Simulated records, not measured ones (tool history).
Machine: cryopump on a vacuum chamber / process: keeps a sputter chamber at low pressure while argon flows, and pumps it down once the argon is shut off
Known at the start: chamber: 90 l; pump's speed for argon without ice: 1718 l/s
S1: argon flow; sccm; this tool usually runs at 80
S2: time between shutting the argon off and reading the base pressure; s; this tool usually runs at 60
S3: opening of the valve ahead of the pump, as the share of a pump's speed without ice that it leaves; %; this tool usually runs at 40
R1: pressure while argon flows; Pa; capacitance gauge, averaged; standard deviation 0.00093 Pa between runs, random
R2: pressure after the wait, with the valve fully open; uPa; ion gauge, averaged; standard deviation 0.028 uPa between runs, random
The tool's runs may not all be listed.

| run | hour | S1 | S2 | S3 | R1 | R2 |
|---|---|---|---|---|---|---|
| 1 | 0.0 | 80 | 60 | 40 | 0.2114 | 2.54 |
| 2 | 49.0 | 80 | 60 | 40 | 0.2153 | 2.53 |
| 3 | 127.3 | 80 | 60 | 27 | 0.3106 | 2.58 |
|  | 138.4 | pump warmed up, emptied and cooled again |
| 4 | 205.6 | 80 | 60 | 27 | 0.2942 | 2.35 |
| 5 | 288.0 | 80 | 60 | 27 | 0.2985 | 2.37 |
| 6 | 333.2 | 80 | 60 | 27 | 0.2955 | 2.41 |
| 7 | 368.3 | 80 | 60 | 40 | 0.2029 | 2.42 |
| 8 | 409.8 | 80 | 60 | 40 | 0.2025 | 2.33 |
| 9 | 448.1 | 80 | 60 | 27 | 0.2968 | 2.48 |
| 10 | 519.6 | 116 | 60 | 40 | 0.2965 | 2.50 |
|  | 562.1 | leaking fittings of the chamber tightened, without venting |
| 11 | 562.1 | 116 | 60 | 40 | 0.3008 | 1.41 |
| 12 | 643.7 | 80 | 60 | 47 | 0.1770 | 1.45 |
| 13 | 691.1 | 132 | 60 | 47 | 0.2941 | 1.43 |
| 14 | 738.0 | 80 | 180 | 26 | 0.3157 | 0.69 |
| 15 | 789.2 | 80 | 180 | 26 | 0.3168 | 0.70 |
| 16 | 844.1 | 80 | 180 | 26 | 0.3163 | 0.68 |
| 17 | 879.6 | 121 | 118 | 25 | 0.4964 | 0.90 |
| 18 | 962.8 | 80 | 47 | 19 | 0.4330 | 1.87 |
| 19 | 1016.4 | 102 | 47 | 49 | 0.2258 | 1.81 |
|  | 1077.6 | pump warmed up, emptied and cooled again |
| 20 | 1097.5 | 102 | 47 | 49 | 0.2089 | 1.84 |
| 21 | 1166.9 | 80 | 32 | 53 | 0.1521 | 2.60 |
| 22 | 1237.5 | 80 | 32 | 53 | 0.1540 | 2.57 |
| 23 | 1309.6 | 80 | 32 | 53 | 0.1530 | 2.67 |

Branching from run 23: 5 alternative next runs. What would each branch give?
| A | 1391.7 | 80 | 65 | 53 | ? | ? |
| B | 1391.7 | 42 | 34 | 38 | ? | ? |
| C | 1391.7 | 80 | 243 | 34 | ? | ? |
| D | 1391.7 | 80 | 32 | 53 | ? | ? |
| E | 1391.7 | 53 | 57 | 32 | ? | ? |

| run | R1 | R2 |
|---|---|---|
| A | 0.1563 | 1.51 |
| B | 0.1118 | 2.60 |
| C | 0.2402 | 0.70 |
| D | 0.1553 | 2.62 |
| E | 0.1676 | 1.64 |
Had the tool no hidden state, the same runs would have come out as:
| run | R1 | R2 |
|---|---|---|
| A | 0.1491 | 1.26 |
| B | 0.1080 | 2.33 |
| C | 0.2330 | 0.44 |
| D | 0.1480 | 2.36 |
| E | 0.1628 | 1.38 |

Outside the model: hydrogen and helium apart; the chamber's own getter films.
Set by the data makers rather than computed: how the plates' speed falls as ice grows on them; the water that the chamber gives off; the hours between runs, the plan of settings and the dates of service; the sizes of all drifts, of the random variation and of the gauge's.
